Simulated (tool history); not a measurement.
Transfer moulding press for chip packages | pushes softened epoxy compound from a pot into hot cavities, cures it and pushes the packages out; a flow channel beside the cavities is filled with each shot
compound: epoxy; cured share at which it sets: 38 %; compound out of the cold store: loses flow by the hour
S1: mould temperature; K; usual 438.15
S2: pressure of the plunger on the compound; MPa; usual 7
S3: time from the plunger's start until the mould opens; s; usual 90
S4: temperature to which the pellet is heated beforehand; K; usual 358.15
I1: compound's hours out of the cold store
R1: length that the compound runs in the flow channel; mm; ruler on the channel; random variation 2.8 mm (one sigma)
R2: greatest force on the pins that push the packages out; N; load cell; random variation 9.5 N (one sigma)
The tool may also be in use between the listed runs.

run,hour,S1,S2,S3,S4,I1,R1,R2
1,0,438.15,7,90,358.15,28,665,580
2,13.1,438.15,7,90,358.15,20.7,696,623
# hour 18.3: cavities cleaned with cleaning compound and waxed
3,30.1,438.15,7,90,358.15,9.7,731,754
4,46.7,438.15,7,90,358.15,9,725,727
# hour 54.8: cavities cleaned with cleaning compound and waxed, once more
5,60.6,438.15,7,90,358.15,9.1,731,462
6,74.7,438.15,7,90,358.15,23.4,684,490
7,88.8,438.15,7,90,358.15,24.3,679,525
8,98.5,438.15,7,90,358.15,14.9,710,552
9,118.2,438.15,7,90,358.15,41.7,620,581
10,134.1,438.15,7,90,358.15,31.2,651,607
# hour 137.3: cavities cleaned with cleaning compound and waxed
11,147.4,433.15,5.53,85,349.15,33,582,602
12,156.1,433.15,5.53,85,349.15,20.7,623,659
13,164.1,433.15,5.53,85,349.15,30.7,588,676
14,179.1,432.15,6.79,90,358.15,32.2,652,682
15,195.6,438.15,7,80,359.15,20.3,679,657
16,207.8,438.15,7,80,359.15,11.1,715,661
# hour 220: cavities cleaned with cleaning compound and waxed
17,229.1,439.15,7,97,359.15,40.9,615,430
18,238.7,446.15,7,112,362.15,47.2,580,442
19,254.6,446.15,7,112,362.15,26.4,634,474

Forecast each of these 4 alternatives for the next run:
# hour 259.8: plunger's sealing rings changed
A,276.6,438.15,8.47,90,358.15,46.6,?,?
# hour 259.8: plunger's sealing rings changed
B,276.6,440.15,7,107,366.15,14.7,?,?
# hour 259.8: plunger's sealing rings changed
C,276.6,442.15,7,109,363.15,47.7,?,?
# hour 259.8: plunger's sealing rings changed
D,276.6,435.15,7,90,358.15,32.6,?,?

run,R1,R2
A,683,555
B,722,529
C,610,535
D,676,614
Without the tool's hidden state the same runs would have given:
run,R1,R2
A,685,415
B,724,396
C,611,400
D,678,466
